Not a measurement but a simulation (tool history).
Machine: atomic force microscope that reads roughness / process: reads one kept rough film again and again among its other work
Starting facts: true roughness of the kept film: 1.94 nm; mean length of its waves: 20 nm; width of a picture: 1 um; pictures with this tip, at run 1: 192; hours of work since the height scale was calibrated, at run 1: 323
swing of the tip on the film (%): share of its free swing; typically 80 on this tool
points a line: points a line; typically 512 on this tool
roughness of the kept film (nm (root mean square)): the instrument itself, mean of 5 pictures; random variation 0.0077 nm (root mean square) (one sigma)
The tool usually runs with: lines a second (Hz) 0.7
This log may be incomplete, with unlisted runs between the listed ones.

run,hour,lines a second (Hz),swing of the tip on the film (%),points a line,pictures with this tip,hours of work since the height scale was calibrated,roughness of the kept film (nm (root mean square))
1,0,0.7,80,512,192,323,1.433
2,20.1,0.7,80,512,223,332,1.391
3,36.9,0.7,80,512,249,339,1.377
4,54.2,0.7,80,512,276,347,1.347
5,66.8,0.7,80,512,295,352,1.346
# hour 73.1: new tip fitted
6,77.4,0.7,80,512,7,357,1.614
7,95.8,0.7,79,512,35,365,1.565
8,109,0.7,79,512,56,371,1.566
9,126.2,0.7,61,512,82,378,1.585
10,143.9,0.7,61,512,110,386,1.557

Expected results for the next run?
11,155.1,2.26,69,408,127,391,?

roughness of the kept film (nm (root mean square)): 1.384
Were there no unlogged condition in the tool, this run, its random variation unchanged, would have produced roughness of the kept film (nm (root mean square)) 1.538.

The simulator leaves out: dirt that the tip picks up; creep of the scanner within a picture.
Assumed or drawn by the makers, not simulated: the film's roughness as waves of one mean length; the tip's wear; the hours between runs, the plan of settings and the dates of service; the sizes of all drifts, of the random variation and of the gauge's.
